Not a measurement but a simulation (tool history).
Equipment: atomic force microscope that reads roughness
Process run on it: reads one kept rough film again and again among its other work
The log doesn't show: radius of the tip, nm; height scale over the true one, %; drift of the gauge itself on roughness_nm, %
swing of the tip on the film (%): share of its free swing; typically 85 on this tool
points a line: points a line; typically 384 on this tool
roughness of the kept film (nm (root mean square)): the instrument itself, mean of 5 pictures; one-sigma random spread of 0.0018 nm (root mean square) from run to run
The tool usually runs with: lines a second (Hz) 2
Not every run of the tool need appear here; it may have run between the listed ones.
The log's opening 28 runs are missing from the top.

| run | day | lines a second (Hz) | swing of the tip on the film (%) | points a line | pictures with this tip | hours of work since the height scale was calibrated | roughness of the kept film (nm (root mean square)) |
|---|---|---|---|---|---|---|---|
| 29 | 11.875 | 2 | 73 | 427 | 107 | 418 | 1.048 |
| 30 | 12.183 | 2 | 73 | 427 | 123 | 423 | 1.047 |
| 31 | 12.5 | 2 | 73 | 427 | 140 | 428 | 1.044 |
|  | 12.7 | new tip fitted |
| 32 | 12.946 | 2.1 | 73 | 427 | 13 | 434 | 1.055 |
| 33 | 13.396 | 1.18 | 73 | 427 | 37 | 441 | 1.116 |
| 34 | 13.75 | 1.18 | 73 | 427 | 56 | 446 | 1.108 |
| 35 | 14.008 | 0.65 | 86 | 443 | 70 | 450 | 1.103 |
| 36 | 14.596 | 0.65 | 86 | 443 | 101 | 460 | 1.099 |
| 37 | 14.992 | 1.35 | 68 | 394 | 122 | 466 | 1.11 |
| 38 | 15.283 | 1.35 | 68 | 394 | 137 | 470 | 1.11 |
|  | 15.525 | new tip fitted |
| 39 | 15.75 | 1.35 | 68 | 394 | 12 | 477 | 1.127 |
| 40 | 16.196 | 1.49 | 85 | 696 | 35 | 484 | 1.009 |
| 41 | 16.633 | 0.79 | 66 | 794 | 59 | 491 | 1.162 |
| 42 | 17.225 | 0.68 | 61 | 384 | 90 | 500 | 1.175 |
| 43 | 17.512 | 0.68 | 61 | 384 | 105 | 504 | 1.168 |
| 44 | 17.892 | 0.68 | 61 | 384 | 125 | 510 | 1.166 |
| 45 | 18.283 | 0.77 | 70 | 384 | 146 | 516 | 1.136 |
|  | 18.362 | new tip fitted |
| 46 | 18.588 | 0.77 | 70 | 384 | 12 | 520 | 1.16 |

Predict the results of run 47:
| 47 | 19.033 | 2.36 | 59 | 498 | 36 | 527 | ? |

{"run 47": {"roughness of the kept film (nm (root mean square))": 1.126}}
Without the tool's hidden state the same run would have given roughness of the kept film (nm (root mean square)) 1.134.

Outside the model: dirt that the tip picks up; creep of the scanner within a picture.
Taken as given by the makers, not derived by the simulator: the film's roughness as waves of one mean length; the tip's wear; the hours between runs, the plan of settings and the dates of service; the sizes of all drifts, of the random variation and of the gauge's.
